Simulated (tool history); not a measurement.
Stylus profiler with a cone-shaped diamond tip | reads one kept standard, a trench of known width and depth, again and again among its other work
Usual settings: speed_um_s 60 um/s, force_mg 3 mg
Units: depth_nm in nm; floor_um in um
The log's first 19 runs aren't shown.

run   hour  speed_um_s  force_mg  depth_nm  floor_um
 20  416.4          60         3    508.01     24.66
 21  444.9          60         3    508.05     24.57
 22  460.6          22         3    508.33     24.66
 23  476.5          60         3    507.78      24.5
 24  491.3          60         3    507.94      24.5
 25  507.9          39       1.3    504.31      24.5
 26    528          39       1.3    504.33     24.43
 27  542.2          21         3    508.15     24.51
 28  565.3          21      5.97    513.01     24.51
 29    581          49      2.46    506.81     24.33
 30  601.2          49      2.46    507.13     24.33

Run 31 comes next. What will it give?
 31  626.4          49      2.46         ?         ?

{"run 31": {"depth_nm": 506.92, "floor_um": 24.23}}
Without the tool's hidden state the same run would have given depth_nm 507.73 nm, floor_um 25.41 um.
